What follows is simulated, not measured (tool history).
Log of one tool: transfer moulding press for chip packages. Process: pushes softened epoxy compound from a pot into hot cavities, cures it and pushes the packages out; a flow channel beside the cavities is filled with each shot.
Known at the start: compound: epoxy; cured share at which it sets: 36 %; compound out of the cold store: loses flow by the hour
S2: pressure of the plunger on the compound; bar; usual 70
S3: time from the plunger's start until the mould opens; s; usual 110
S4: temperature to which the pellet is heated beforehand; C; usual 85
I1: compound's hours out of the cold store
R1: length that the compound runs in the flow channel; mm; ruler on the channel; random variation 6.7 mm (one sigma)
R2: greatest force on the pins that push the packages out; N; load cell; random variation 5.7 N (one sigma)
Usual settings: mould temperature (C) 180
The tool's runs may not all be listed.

run 1 hour=0.0 | mould_temperature_(C)=180 S2=70 S3=110 S4=85 | I1=8.3 | R1=776 R2=265
run 2 hour=7.7 | mould_temperature_(C)=180 S2=70 S3=110 S4=85 | I1=48.0 | R1=687 R2=260
run 3 hour=18.2 | mould_temperature_(C)=180 S2=70 S3=110 S4=85 | I1=29.1 | R1=724 R2=268
run 4 hour=24.1 | mould_temperature_(C)=180 S2=70 S3=110 S4=85 | I1=36.9 | R1=706 R2=282
run 5 hour=32.3 | mould_temperature_(C)=180 S2=70 S3=110 S4=85 | I1=35.3 | R1=708 R2=290
run 6 hour=41.1 | mould_temperature_(C)=180 S2=70 S3=110 S4=85 | I1=47.7 | R1=690 R2=297
run 7 hour=52.7 | mould_temperature_(C)=180 S2=70 S3=110 S4=85 | I1=19.0 | R1=746 R2=304
run 8 hour=61.9 | mould_temperature_(C)=180 S2=70 S3=110 S4=85 | I1=37.1 | R1=704 R2=301
run 9 hour=72.3 | mould_temperature_(C)=178 S2=70 S3=110 S4=85 | I1=8.7 | R1=764 R2=354
run 10 hour=78.7 | mould_temperature_(C)=179 S2=70 S3=110 S4=85 | I1=17.5 | R1=737 R2=313
-- hour=81.1 cavities cleaned with cleaning compound and waxed
run 11 hour=85.9 | mould_temperature_(C)=179 S2=70 S3=110 S4=85 | I1=34.4 | R1=713 R2=228
run 12 hour=92.4 | mould_temperature_(C)=178 S2=70 S3=110 S4=85 | I1=44.5 | R1=694 R2=261
run 13 hour=100.9 | mould_temperature_(C)=178 S2=70 S3=110 S4=85 | I1=32.5 | R1=710 R2=280
run 14 hour=106.4 | mould_temperature_(C)=178 S2=70 S3=110 S4=85 | I1=22.6 | R1=727 R2=290

Run 15 comes next. What will it give?
run 15 hour=114.3 | mould_temperature_(C)=178 S2=70 S3=110 S4=85 | I1=36.0 | R1=? R2=?

R1: 703 mm
R2: 288 N
Without the tool's hidden state the same run would have given R1 738 mm, R2 218 N.

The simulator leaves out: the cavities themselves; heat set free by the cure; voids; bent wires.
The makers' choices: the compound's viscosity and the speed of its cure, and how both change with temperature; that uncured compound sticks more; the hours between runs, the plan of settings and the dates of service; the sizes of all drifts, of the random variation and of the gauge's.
